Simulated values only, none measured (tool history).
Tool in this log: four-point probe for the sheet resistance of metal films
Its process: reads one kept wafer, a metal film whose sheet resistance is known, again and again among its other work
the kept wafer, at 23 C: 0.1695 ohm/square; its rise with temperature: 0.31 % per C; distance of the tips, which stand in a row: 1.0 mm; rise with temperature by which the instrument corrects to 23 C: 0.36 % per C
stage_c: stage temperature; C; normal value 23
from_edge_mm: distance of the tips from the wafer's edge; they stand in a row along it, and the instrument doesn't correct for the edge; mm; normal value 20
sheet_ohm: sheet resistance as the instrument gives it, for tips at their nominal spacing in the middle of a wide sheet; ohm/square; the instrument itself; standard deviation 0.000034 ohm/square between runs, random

{"run": 1, "hour": 0.0, "stage_c": 23, "from_edge_mm": 20, "sheet_ohm": 0.169753}
{"run": 2, "hour": 101.6, "stage_c": 23, "from_edge_mm": 20, "sheet_ohm": 0.169758}
{"run": 3, "hour": 218.7, "stage_c": 23, "from_edge_mm": 20, "sheet_ohm": 0.169738}
{"run": 4, "hour": 320.2, "stage_c": 23, "from_edge_mm": 20, "sheet_ohm": 0.169732}
{"run": 5, "hour": 387.3, "stage_c": 23, "from_edge_mm": 20, "sheet_ohm": 0.169784}
{"run": 6, "hour": 464.3, "stage_c": 23, "from_edge_mm": 20, "sheet_ohm": 0.169769}
{"run": 7, "hour": 583.9, "stage_c": 23, "from_edge_mm": 20, "sheet_ohm": 0.169747}
{"run": 8, "hour": 672.0, "stage_c": 24, "from_edge_mm": 20, "sheet_ohm": 0.169677}
{"run": 9, "hour": 772.4, "stage_c": 23, "from_edge_mm": 19, "sheet_ohm": 0.169764}
{"run": 10, "hour": 831.3, "stage_c": 23, "from_edge_mm": 17, "sheet_ohm": 0.16975}
{"run": 11, "hour": 916.0, "stage_c": 23, "from_edge_mm": 17, "sheet_ohm": 0.16983}
{"run": 12, "hour": 1033.5, "stage_c": 23, "from_edge_mm": 17, "sheet_ohm": 0.16982}
{"run": 13, "hour": 1097.2, "stage_c": 23, "from_edge_mm": 20, "sheet_ohm": 0.169726}
{"run": 14, "hour": 1196.8, "stage_c": 24, "from_edge_mm": 20, "sheet_ohm": 0.169626}
{"run": 15, "hour": 1286.1, "stage_c": 23, "from_edge_mm": 10, "sheet_ohm": 0.170352}
{"run": 16, "hour": 1343.2, "stage_c": 27, "from_edge_mm": 20, "sheet_ohm": 0.169425}
{"run": 17, "hour": 1423.3, "stage_c": 23, "from_edge_mm": 20, "sheet_ohm": 0.169775}
{"run": 18, "hour": 1527.3, "stage_c": 23, "from_edge_mm": 20, "sheet_ohm": 0.169725}
{"run": 19, "hour": 1609.5, "stage_c": 23, "from_edge_mm": 39, "sheet_ohm": 0.169547}
{"run": 20, "hour": 1658.9, "stage_c": 23, "from_edge_mm": 39, "sheet_ohm": 0.169601}
{"run": 21, "hour": 1736.4, "stage_c": 23, "from_edge_mm": 10, "sheet_ohm": 0.170432}
{"run": 22, "hour": 1847.8, "stage_c": 23, "from_edge_mm": 10, "sheet_ohm": 0.170443}
{"run": 23, "hour": 1970.9, "stage_c": 23, "from_edge_mm": 10, "sheet_ohm": 0.170346}
{"run": 24, "hour": 2068.9, "stage_c": 18, "from_edge_mm": 4, "sheet_ohm": 0.175399}
{"run": 25, "hour": 2157.3, "stage_c": 23, "from_edge_mm": 29, "sheet_ohm": 0.16962}
{"run": 26, "hour": 2279.4, "stage_c": 19, "from_edge_mm": 57, "sheet_ohm": 0.169785}
{"run": 27, "hour": 2363.4, "stage_c": 27, "from_edge_mm": 67, "sheet_ohm": 0.169214}
{"run": 28, "hour": 2452.3, "stage_c": 28, "from_edge_mm": 37, "sheet_ohm": 0.169251}
{"run": 29, "hour": 2522.6, "stage_c": 28, "from_edge_mm": 37, "sheet_ohm": 0.169158}
{"run": 30, "hour": 2611.1, "stage_c": 28, "from_edge_mm": 37, "sheet_ohm": 0.169244}
{"run": 31, "hour": 2715.7, "stage_c": 22, "from_edge_mm": 20, "sheet_ohm": 0.169808}
{"run": 32, "hour": 2823.3, "stage_c": 22, "from_edge_mm": 20, "sheet_ohm": 0.169837}
{"run": 33, "hour": 2921.2, "stage_c": 22, "from_edge_mm": 28, "sheet_ohm": 0.169671}
{"run": 34, "hour": 2983.0, "stage_c": 22, "from_edge_mm": 28, "sheet_ohm": 0.169675}
{"run": 35, "hour": 3106.2, "stage_c": 22, "from_edge_mm": 28, "sheet_ohm": 0.169721}
{"run": 36, "hour": 3175.6, "stage_c": 19, "from_edge_mm": 4, "sheet_ohm": 0.175306}
{"run": 37, "hour": 3293.5, "stage_c": 35, "from_edge_mm": 11, "sheet_ohm": 0.169407}
{"run": 38, "hour": 3402.8, "stage_c": 27, "from_edge_mm": 6, "sheet_ohm": 0.171745}
{"run": 39, "hour": 3482.6, "stage_c": 27, "from_edge_mm": 6, "sheet_ohm": 0.171722}

The log once held 2 entries between its listed runs, left out of this copy. Where does each go, and what is different about the tool's unlogged condition between the listed run before it and the listed run after it?
Run 20 -> run 21: new probe head fitted (hour 1683.5)
  inner tips' distance over the nominal, %: 0.006 -> 0.001
Run 30 -> run 31: stage's thermometer calibrated (hour 2681.9)
  both runs share identical hidden conditions
